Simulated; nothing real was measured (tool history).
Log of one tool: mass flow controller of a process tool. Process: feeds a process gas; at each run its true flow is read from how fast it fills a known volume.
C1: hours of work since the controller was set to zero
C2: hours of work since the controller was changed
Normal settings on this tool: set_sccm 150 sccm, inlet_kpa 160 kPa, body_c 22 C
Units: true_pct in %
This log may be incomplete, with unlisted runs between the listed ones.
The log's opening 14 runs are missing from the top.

{"run": 15, "day": 213.646, "set_sccm": 150, "inlet_kpa": 160, "body_c": 22, "C1": 3094, "C2": 8019, "true_pct": 95.49}
{"run": 16, "day": 229.862, "set_sccm": 119, "inlet_kpa": 160, "body_c": 22, "C1": 3269, "C2": 8195, "true_pct": 94.62}
{"run": 17, "day": 243.421, "set_sccm": 119, "inlet_kpa": 160, "body_c": 22, "C1": 3416, "C2": 8342, "true_pct": 94.47}
{"run": 18, "day": 257.975, "set_sccm": 150, "inlet_kpa": 239, "body_c": 34, "C1": 3574, "C2": 8499, "true_pct": 93.87}
{"run": 19, "day": 272.508, "set_sccm": 154, "inlet_kpa": 195, "body_c": 34, "C1": 3731, "C2": 8656, "true_pct": 94.27}
{"day": 274.158, "done": "controller's zero set anew"}
{"run": 20, "day": 292.396, "set_sccm": 130, "inlet_kpa": 251, "body_c": 21, "C1": 197, "C2": 8871, "true_pct": 93.07}
{"run": 21, "day": 300.883, "set_sccm": 163, "inlet_kpa": 241, "body_c": 22, "C1": 289, "C2": 8963, "true_pct": 93.83}
{"day": 314.479, "done": "controller's zero set anew, once more"}
{"run": 22, "day": 315.092, "set_sccm": 150, "inlet_kpa": 160, "body_c": 38, "C1": 7, "C2": 9117, "true_pct": 96.7}
{"run": 23, "day": 323.4, "set_sccm": 219, "inlet_kpa": 160, "body_c": 38, "C1": 97, "C2": 9207, "true_pct": 97.14}
{"run": 24, "day": 335.079, "set_sccm": 150, "inlet_kpa": 140, "body_c": 31, "C1": 223, "C2": 9333, "true_pct": 96.83}
{"run": 25, "day": 346.929, "set_sccm": 426, "inlet_kpa": 148, "body_c": 36, "C1": 351, "C2": 9461, "true_pct": 97.91}
{"run": 26, "day": 357.221, "set_sccm": 281, "inlet_kpa": 148, "body_c": 39, "C1": 463, "C2": 9573, "true_pct": 97.03}
{"run": 27, "day": 377.054, "set_sccm": 240, "inlet_kpa": 244, "body_c": 39, "C1": 677, "C2": 9787, "true_pct": 95.9}
{"run": 28, "day": 395.096, "set_sccm": 436, "inlet_kpa": 177, "body_c": 22, "C1": 872, "C2": 9983, "true_pct": 98.05}
{"run": 29, "day": 413.229, "set_sccm": 103, "inlet_kpa": 186, "body_c": 32, "C1": 1069, "C2": 10179, "true_pct": 95.33}
{"run": 30, "day": 432.983, "set_sccm": 312, "inlet_kpa": 199, "body_c": 32, "C1": 1283, "C2": 10393, "true_pct": 96.72}
{"run": 31, "day": 445.192, "set_sccm": 312, "inlet_kpa": 199, "body_c": 32, "C1": 1415, "C2": 10525, "true_pct": 96.69}
{"run": 32, "day": 463.962, "set_sccm": 312, "inlet_kpa": 199, "body_c": 32, "C1": 1618, "C2": 10728, "true_pct": 96.58}
{"run": 33, "day": 476.225, "set_sccm": 312, "inlet_kpa": 199, "body_c": 32, "C1": 1751, "C2": 10861, "true_pct": 96.48}

Consider 5 possible next runs. They are alternatives, not a sequence: every one starts from the tool as it was left by run 33. What does each give?
{"run": "A", "day": 486.738, "set_sccm": 91, "inlet_kpa": 154, "body_c": 38, "C1": 1864, "C2": 10974, "true_pct": "?"}
{"run": "B", "day": 486.738, "set_sccm": 79, "inlet_kpa": 238, "body_c": 22, "C1": 1864, "C2": 10974, "true_pct": "?"}
{"run": "C", "day": 486.738, "set_sccm": 251, "inlet_kpa": 266, "body_c": 20, "C1": 1864, "C2": 10974, "true_pct": "?"}
{"run": "D", "day": 486.738, "set_sccm": 206, "inlet_kpa": 164, "body_c": 21, "C1": 1864, "C2": 10974, "true_pct": "?"}
{"run": "E", "day": 486.738, "set_sccm": 110, "inlet_kpa": 142, "body_c": 27, "C1": 1864, "C2": 10974, "true_pct": "?"}

run=A true_pct=93.91
run=B true_pct=93.59
run=C true_pct=95.96
run=D true_pct=96.48
run=E true_pct=94.99
The same runs, with their run-to-run variation unchanged, on a tool lacking any hidden condition would have given:
run=A true_pct=98.01
run=B true_pct=98.05
run=C true_pct=98.58
run=D true_pct=99.28
run=E true_pct=98.68
